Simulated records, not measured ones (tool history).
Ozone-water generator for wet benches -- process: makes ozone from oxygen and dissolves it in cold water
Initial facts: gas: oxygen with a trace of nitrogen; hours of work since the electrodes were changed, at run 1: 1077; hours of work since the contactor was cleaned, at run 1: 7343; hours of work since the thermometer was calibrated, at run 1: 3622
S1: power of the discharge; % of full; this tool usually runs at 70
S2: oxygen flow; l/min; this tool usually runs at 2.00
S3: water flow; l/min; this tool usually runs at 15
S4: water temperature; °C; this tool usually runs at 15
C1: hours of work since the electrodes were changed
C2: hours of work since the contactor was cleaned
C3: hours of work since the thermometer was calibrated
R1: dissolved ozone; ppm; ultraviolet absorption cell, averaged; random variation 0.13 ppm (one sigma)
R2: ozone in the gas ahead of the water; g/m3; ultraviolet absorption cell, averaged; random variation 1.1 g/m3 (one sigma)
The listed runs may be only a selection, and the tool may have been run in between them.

run,hour,S1,S2,S3,S4,C1,C2,C3,R1,R2
1,0.0,70,2.00,15,15,1077,7343,3622,13.4,187.7
2,134.9,70,2.00,15,15,1185,7451,3730,13.2,187.8
3,215.6,58,2.00,15,15,1250,7516,3795,11.7,165.9
4,303.2,58,2.00,15,15,1321,7586,3865,11.6,165.9
5,428.3,58,2.00,15,15,1421,7687,3965,11.5,166.2
6,535.7,58,2.00,15,15,1507,7773,4052,11.5,165.3
7,616.3,58,2.00,15,15,1572,7838,4116,11.8,166.2
8,713.0,54,2.00,15,15,1650,7915,4194,11.0,159.5
# hour 858.0: contactor cleaned
9,887.6,54,2.00,15,15,1787,24,4331,11.6,158.0
10,1063.4,70,1.08,15,15,1928,165,4472,12.3,267.6
11,1208.5,70,1.08,15,15,2044,282,4589,12.5,266.8
12,1353.1,70,1.08,15,15,2161,398,4705,12.2,267.2
13,1518.1,70,1.08,15,15,2293,530,4837,12.2,266.5
14,1619.4,62,2.00,15,15,2374,611,4919,12.6,169.9
15,1704.7,62,2.00,15,15,2443,680,4987,12.9,171.5
16,1792.2,62,2.00,15,15,2513,750,5058,12.9,169.4
17,1973.7,70,2.00,15,9,2659,896,5203,14.4,184.6
18,2053.0,70,2.00,15,9,2723,960,5267,14.5,184.6
19,2213.6,74,2.65,18,7,2852,1089,5396,13.2,162.1
# hour 2230.8: water thermometer calibrated
20,2304.9,74,2.65,18,7,2925,1162,59,13.2,161.9
# hour 2483.5: water thermometer calibrated, once more
21,2485.8,74,2.65,18,7,3069,1306,2,13.2,163.2
22,2566.5,74,2.65,18,15,3134,1371,67,12.4,163.1
23,2697.0,52,2.65,18,10,3239,1476,171,10.0,127.1
24,2824.2,50,2.00,15,15,3341,1578,274,10.9,148.4
25,3000.0,50,2.00,15,15,3482,1719,415,10.8,149.0
26,3148.7,96,2.00,15,8,3602,1839,534,17.5,226.5
27,3264.9,93,1.26,15,18,3695,1932,627,14.7,289.3
28,3395.5,93,1.26,15,18,3800,2037,732,14.7,289.7
29,3530.0,72,2.00,14,15,3908,2145,840,14.6,185.4
30,3646.7,51,2.00,13,15,4002,2239,934,12.8,148.4
31,3790.9,90,1.97,14,15,4117,2355,1050,16.9,214.1
32,3966.2,90,1.97,14,15,4258,2495,1191,16.9,216.6

What if the next run were any one of these 3? Each begins from the tool's condition after run 32:
A,4121.1,70,2.00,13,15,4383,2620,1315,?,?
B,4121.1,83,1.97,14,15,4383,2620,1315,?,?
C,4121.1,90,2.38,17,15,4383,2620,1315,?,?

run,R1,R2
A,15.5,181.2
B,15.8,204.1
C,14.3,194.3
The same runs, with their run-to-run variation unchanged, on a tool lacking any hidden condition would have given:
run,R1,R2
A,16.7,190.4
B,17.1,215.7
C,15.5,205.9
